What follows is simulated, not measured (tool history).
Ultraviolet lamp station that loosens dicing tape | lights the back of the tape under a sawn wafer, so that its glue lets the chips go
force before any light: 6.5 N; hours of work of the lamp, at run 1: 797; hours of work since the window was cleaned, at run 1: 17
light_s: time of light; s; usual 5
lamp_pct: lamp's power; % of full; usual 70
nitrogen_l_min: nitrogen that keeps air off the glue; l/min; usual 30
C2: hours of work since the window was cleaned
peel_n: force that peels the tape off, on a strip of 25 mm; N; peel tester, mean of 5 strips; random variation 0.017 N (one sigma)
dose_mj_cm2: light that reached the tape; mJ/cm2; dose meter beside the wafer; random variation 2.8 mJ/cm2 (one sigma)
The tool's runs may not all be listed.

{"run": 1, "hour": 0.0, "light_s": 5, "lamp_pct": 70, "nitrogen_l_min": 30, "hours of work of the lamp": 797, "C2": 17, "peel_n": 1.051, "dose_mj_cm2": 355}
{"run": 2, "hour": 65.3, "light_s": 5, "lamp_pct": 70, "nitrogen_l_min": 30, "hours of work of the lamp": 838, "C2": 58, "peel_n": 1.048, "dose_mj_cm2": 350}
{"run": 3, "hour": 151.4, "light_s": 4, "lamp_pct": 70, "nitrogen_l_min": 30, "hours of work of the lamp": 892, "C2": 113, "peel_n": 1.564, "dose_mj_cm2": 276}
{"run": 4, "hour": 239.0, "light_s": 4, "lamp_pct": 70, "nitrogen_l_min": 30, "hours of work of the lamp": 948, "C2": 168, "peel_n": 1.617, "dose_mj_cm2": 273}
{"run": 5, "hour": 280.9, "light_s": 4, "lamp_pct": 70, "nitrogen_l_min": 30, "hours of work of the lamp": 974, "C2": 194, "peel_n": 1.555, "dose_mj_cm2": 267}
{"run": 6, "hour": 337.8, "light_s": 4, "lamp_pct": 70, "nitrogen_l_min": 30, "hours of work of the lamp": 1010, "C2": 230, "peel_n": 1.69, "dose_mj_cm2": 263}
{"run": 7, "hour": 382.4, "light_s": 5, "lamp_pct": 70, "nitrogen_l_min": 30, "hours of work of the lamp": 1038, "C2": 258, "peel_n": 1.236, "dose_mj_cm2": 329}
{"run": 8, "hour": 427.7, "light_s": 5, "lamp_pct": 70, "nitrogen_l_min": 30, "hours of work of the lamp": 1066, "C2": 286, "peel_n": 1.209, "dose_mj_cm2": 327}
{"run": 9, "hour": 521.0, "light_s": 5, "lamp_pct": 70, "nitrogen_l_min": 28, "hours of work of the lamp": 1125, "C2": 345, "peel_n": 1.276, "dose_mj_cm2": 308}
{"run": 10, "hour": 562.0, "light_s": 5, "lamp_pct": 70, "nitrogen_l_min": 28, "hours of work of the lamp": 1151, "C2": 371, "peel_n": 1.375, "dose_mj_cm2": 313}
{"run": 11, "hour": 652.9, "light_s": 5, "lamp_pct": 90, "nitrogen_l_min": 28, "hours of work of the lamp": 1208, "C2": 428, "peel_n": 0.917, "dose_mj_cm2": 391}
{"run": 12, "hour": 709.6, "light_s": 5, "lamp_pct": 90, "nitrogen_l_min": 28, "hours of work of the lamp": 1244, "C2": 464, "peel_n": 0.935, "dose_mj_cm2": 385}
{"run": 13, "hour": 763.2, "light_s": 5, "lamp_pct": 90, "nitrogen_l_min": 28, "hours of work of the lamp": 1277, "C2": 497, "peel_n": 0.961, "dose_mj_cm2": 381}
{"run": 14, "hour": 827.1, "light_s": 5, "lamp_pct": 70, "nitrogen_l_min": 30, "hours of work of the lamp": 1318, "C2": 538, "peel_n": 1.47, "dose_mj_cm2": 293}
{"run": 15, "hour": 916.9, "light_s": 2, "lamp_pct": 70, "nitrogen_l_min": 30, "hours of work of the lamp": 1374, "C2": 594, "peel_n": 3.561, "dose_mj_cm2": 112}
{"run": 16, "hour": 974.5, "light_s": 2, "lamp_pct": 70, "nitrogen_l_min": 30, "hours of work of the lamp": 1410, "C2": 630, "peel_n": 3.568, "dose_mj_cm2": 109}
{"hour": 999.6, "done": "window cleaned of glue's vapour"}
{"run": 17, "hour": 1040.0, "light_s": 2, "lamp_pct": 70, "nitrogen_l_min": 30, "hours of work of the lamp": 1451, "C2": 25, "peel_n": 3.141, "dose_mj_cm2": 131}
{"run": 18, "hour": 1100.6, "light_s": 2, "lamp_pct": 70, "nitrogen_l_min": 30, "hours of work of the lamp": 1489, "C2": 64, "peel_n": 3.231, "dose_mj_cm2": 129}
{"run": 19, "hour": 1185.6, "light_s": 2, "lamp_pct": 70, "nitrogen_l_min": 30, "hours of work of the lamp": 1543, "C2": 117, "peel_n": 3.413, "dose_mj_cm2": 128}
{"run": 20, "hour": 1226.1, "light_s": 2, "lamp_pct": 70, "nitrogen_l_min": 30, "hours of work of the lamp": 1568, "C2": 142, "peel_n": 3.385, "dose_mj_cm2": 119}
{"run": 21, "hour": 1296.9, "light_s": 2, "lamp_pct": 70, "nitrogen_l_min": 30, "hours of work of the lamp": 1613, "C2": 187, "peel_n": 3.305, "dose_mj_cm2": 124}

Run 22 comes next. What will it give?
{"run": 22, "hour": 1351.7, "light_s": 6, "lamp_pct": 92, "nitrogen_l_min": 30, "hours of work of the lamp": 1647, "C2": 221, "peel_n": "?", "dose_mj_cm2": "?"}

{"run 22": {"peel_n": 0.62, "dose_mj_cm2": 464}}
Without the tool's hidden state the same run would have given peel_n 0.313 N, dose_mj_cm2 636 mJ/cm2.
